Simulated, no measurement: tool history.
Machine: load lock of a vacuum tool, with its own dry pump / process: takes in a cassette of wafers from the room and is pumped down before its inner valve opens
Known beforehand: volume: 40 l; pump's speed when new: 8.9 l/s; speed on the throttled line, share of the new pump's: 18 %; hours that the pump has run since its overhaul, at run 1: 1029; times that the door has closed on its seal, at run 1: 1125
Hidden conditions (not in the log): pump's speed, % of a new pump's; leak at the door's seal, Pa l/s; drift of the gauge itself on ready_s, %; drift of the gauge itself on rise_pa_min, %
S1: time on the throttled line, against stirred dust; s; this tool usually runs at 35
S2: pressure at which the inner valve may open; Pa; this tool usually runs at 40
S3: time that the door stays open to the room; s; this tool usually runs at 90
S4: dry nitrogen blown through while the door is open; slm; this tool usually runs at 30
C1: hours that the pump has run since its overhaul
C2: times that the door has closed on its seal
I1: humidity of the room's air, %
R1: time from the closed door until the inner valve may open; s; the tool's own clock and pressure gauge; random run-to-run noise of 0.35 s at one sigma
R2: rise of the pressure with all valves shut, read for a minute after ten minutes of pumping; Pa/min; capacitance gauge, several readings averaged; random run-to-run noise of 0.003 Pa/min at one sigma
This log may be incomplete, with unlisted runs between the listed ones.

Run 1, hour 0.0: usual settings; C1 1029; C2 1125; I1 45.8. Result: R1 63.9 s, R2 0.039 Pa/min.
Run 2, hour 104.5: usual settings; C1 1133; C2 1643; I1 44.9. Result: R1 64.2 s, R2 0.040 Pa/min.
Run 3, hour 207.7: usual settings; C1 1236; C2 2153; I1 44.9. Result: R1 64.8 s, R2 0.051 Pa/min.
Run 4, hour 295.1: usual settings; C1 1324; C2 2586; I1 40.1. Result: R1 64.6 s, R2 0.047 Pa/min.
Run 5, hour 361.5: usual settings; C1 1390; C2 2915; I1 42.8. Result: R1 64.4 s, R2 0.052 Pa/min.
Run 6, hour 441.9: usual settings; C1 1471; C2 3313; I1 44.2. Result: R1 64.1 s, R2 0.048 Pa/min.
Run 7, hour 540.7: usual settings; C1 1569; C2 3802; I1 47.0. Result: R1 64.3 s, R2 0.056 Pa/min.
Run 8, hour 596.6: usual settings but S2 55 Pa; C1 1625; C2 4079; I1 42.6. Result: R1 63.4 s, R2 0.054 Pa/min.
Run 9, hour 693.8: usual settings but S2 31 Pa; C1 1722; C2 4560; I1 39.8. Result: R1 65.4 s, R2 0.053 Pa/min.
Run 10, hour 748.3: usual settings but S2 31 Pa; C1 1777; C2 4829; I1 46.8. Result: R1 65.3 s, R2 0.055 Pa/min.
Run 11, hour 823.5: usual settings but S2 31 Pa; C1 1852; C2 5202; I1 42.6. Result: R1 65.0 s, R2 0.052 Pa/min.
Run 12, hour 921.0: usual settings; C1 1950; C2 5685; I1 47.0. Result: R1 64.4 s, R2 0.059 Pa/min.
Run 13, hour 1023.5: usual settings but S1 24 s; C1 2052; C2 6192; I1 43.1. Result: R1 55.6 s, R2 0.063 Pa/min.
Run 14, hour 1086.7: usual settings but S1 24 s; C1 2115; C2 6505; I1 46.9. Result: R1 55.6 s, R2 0.063 Pa/min.
Run 15, hour 1169.2: usual settings but S1 24 s; C1 2198; C2 6913; I1 42.4. Result: R1 55.3 s, R2 0.057 Pa/min.
Run 16, hour 1221.2: usual settings but S4 9 slm; C1 2250; C2 7171; I1 45.1. Result: R1 64.9 s, R2 0.088 Pa/min.
Run 17, hour 1310.1: usual settings but S4 9 slm; C1 2339; C2 7611; I1 42.7. Result: R1 64.7 s, R2 0.093 Pa/min.
Run 18, hour 1414.0: usual settings but S3 51 s, S4 9 slm; C1 2443; C2 8125; I1 45.3. Result: R1 64.8 s, R2 0.083 Pa/min.
Run 19, hour 1468.4: usual settings but S3 51 s, S4 9 slm; C1 2497; C2 8394; I1 43.2. Result: R1 64.3 s, R2 0.085 Pa/min.
Run 20, hour 1542.4: usual settings but S3 51 s, S4 9 slm; C1 2571; C2 8761; I1 44.2. Result: R1 64.3 s, R2 0.082 Pa/min.
Run 21, hour 1638.7: usual settings but S1 63 s, S2 73 Pa, S3 73 s, S4 4 slm; C1 2667; C2 9237; I1 44.6. Result: R1 84.8 s, R2 0.112 Pa/min.
Run 22, hour 1713.2: usual settings but S1 27 s, S2 73 Pa, S3 73 s, S4 6 slm; C1 2742; C2 9606; I1 44.6. Result: R1 55.3 s, R2 0.107 Pa/min.
Run 23, hour 1768.1: usual settings but S1 58 s, S3 228 s; C1 2797; C2 9878; I1 48.3. Result: R1 82.7 s, R2 0.110 Pa/min.
Run 24, hour 1810.7: usual settings but S1 51 s; C1 2839; C2 10089; I1 42.8. Result: R1 78.0 s, R2 0.078 Pa/min.
Run 25, hour 1860.7: usual settings but S2 41 Pa; C1 2889; C2 10336; I1 45.9. Result: R1 64.2 s, R2 0.087 Pa/min.
Run 26, hour 1937.6: usual settings but S1 18 s, S2 31 Pa, S3 216 s, S4 8 slm; C1 2966; C2 10717; I1 42.8. Result: R1 52.1 s, R2 0.151 Pa/min.
Run 27, hour 2031.3: usual settings but S1 20 s, S2 31 Pa, S3 117 s, S4 11 slm; C1 3060; C2 11181; I1 43.6. Result: R1 53.3 s, R2 0.124 Pa/min.
Run 28, hour 2104.2: usual settings but S1 24 s, S2 57 Pa; C1 3133; C2 11542; I1 42.6. Result: R1 54.1 s, R2 0.088 Pa/min.
Run 29, hour 2202.8: usual settings but S1 24 s, S2 57 Pa; C1 3231; C2 12030; I1 46.8. Result: R1 54.2 s, R2 0.096 Pa/min.
Run 30, hour 2245.7: usual settings but S1 19 s, S2 38 Pa, S3 178 s; C1 3274; C2 12242; I1 42.9. Result: R1 52.6 s, R2 0.106 Pa/min.
Run 31, hour 2325.2: usual settings but S1 19 s, S2 38 Pa, S3 178 s; C1 3354; C2 12636; I1 46.6. Result: R1 52.1 s, R2 0.119 Pa/min.
Run 32, hour 2424.2: usual settings but S1 19 s, S2 38 Pa, S3 178 s; C1 3453; C2 13126; I1 46.5. Result: R1 52.4 s, R2 0.118 Pa/min.
Run 33, hour 2485.1: usual settings but S1 19 s, S2 38 Pa, S3 178 s; C1 3514; C2 13427; I1 47.1. Result: R1 52.3 s, R2 0.123 Pa/min.
Run 34, hour 2558.4: usual settings but S1 56 s, S2 35 Pa, S3 55 s, S4 8 slm; C1 3587; C2 13790; I1 48.7. Result: R1 81.7 s, R2 0.123 Pa/min.
Run 35, hour 2629.0: usual settings but S1 21 s, S2 29 Pa, S3 36 s, S4 37 slm; C1 3658; C2 14139; I1 42.9. Result: R1 54.5 s, R2 0.089 Pa/min.
Run 36, hour 2721.3: usual settings but S1 24 s, S3 194 s; C1 3750; C2 14596; I1 42.3. Result: R1 55.8 s, R2 0.126 Pa/min.
Run 37, hour 2789.5: usual settings but S4 11 slm; C1 3818; C2 14934; I1 42.4. Result: R1 65.0 s, R2 0.136 Pa/min.

A few steps of R1 between consecutive runs. Split each: what settings, incoming material and random variation would produce without the hidden state, and what is left over for the hidden state, along with gauge scatter present in only one of the two compared results (measured, and without hidden state):
Run 20 -> 21: S1 35 -> 63, S2 40 -> 73, S3 51 -> 73, S4 9 -> 4. R1 +20.5 s: hidden state -0.2, all else +20.7.
Run 21 -> 22: S1 63 -> 27, S4 4 -> 6. R1 -29.5 s: hidden state +0.1, all else -29.6.
Run 22 -> 23: S1 27 -> 58, S2 73 -> 40, S3 73 -> 228, S4 6 -> 30. R1 +27.4 s: hidden state +0.0, all else +27.4.
Run 33 -> 34: S1 19 -> 56, S2 38 -> 35, S3 178 -> 55, S4 30 -> 8. R1 +29.4 s: hidden state -0.2, all else +29.6.
Run 34 -> 35: S1 56 -> 21, S2 35 -> 29, S3 55 -> 36, S4 8 -> 37. R1 -27.2 s: hidden state +0.3, all else -27.5.
